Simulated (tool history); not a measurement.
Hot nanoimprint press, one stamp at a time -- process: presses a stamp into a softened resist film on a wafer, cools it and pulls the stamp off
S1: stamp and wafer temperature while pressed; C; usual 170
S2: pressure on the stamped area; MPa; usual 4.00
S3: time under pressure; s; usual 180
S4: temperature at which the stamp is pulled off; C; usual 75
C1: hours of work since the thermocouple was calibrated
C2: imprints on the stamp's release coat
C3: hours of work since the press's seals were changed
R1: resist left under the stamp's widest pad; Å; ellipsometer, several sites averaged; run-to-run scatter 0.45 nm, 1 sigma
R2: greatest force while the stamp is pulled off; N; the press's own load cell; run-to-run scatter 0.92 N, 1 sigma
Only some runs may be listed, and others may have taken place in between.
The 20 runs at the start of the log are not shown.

run	hour	S1	S2	S3	S4	C1	C2	C3	R1	R2
21	906.0	168	3.98	90	79	29	111	684	2249	211.1
22	952.1	169	4.00	118	75	51	227	706	2019	222.0
23	989.4	169	4.00	118	75	69	321	724	2015	223.5
24	1052.0	169	4.00	118	75	98	477	753	2003	221.9
25	1083.0	169	3.99	95	75	113	555	768	2136	222.7
26	1114.9	169	3.99	95	75	128	635	783	2138	223.8
27	1151.5	169	2.44	333	75	146	727	801	1798	223.1
# hour 1177.1: press's hydraulic seals changed and the load cell set to zero
28	1188.0	170	5.60	177	75	159	799	5	1432	224.8
29	1244.4	160	3.44	245	75	186	940	32	2360	225.5
# hour 1298.5: stamp cleaned and given a new release coat
30	1315.9	175	6.31	113	67	217	44	63	1290	247.6

Predict each of these 3 candidate next runs independently; none follows another, all start after run 30:
A	1345.2	175	4.45	116	67	231	117	77	?	?
B	1345.2	170	2.73	166	74	231	117	77	?	?
C	1345.2	172	6.31	113	67	231	117	77	?	?

run	R1	R2
A	1543	246.0
B	2043	224.8
C	1460	247.5
Stripped of hidden state, with their random variation kept, the same runs would have yielded:
run	R1	R2
A	1544	246.0
B	2045	224.8
C	1461	247.6

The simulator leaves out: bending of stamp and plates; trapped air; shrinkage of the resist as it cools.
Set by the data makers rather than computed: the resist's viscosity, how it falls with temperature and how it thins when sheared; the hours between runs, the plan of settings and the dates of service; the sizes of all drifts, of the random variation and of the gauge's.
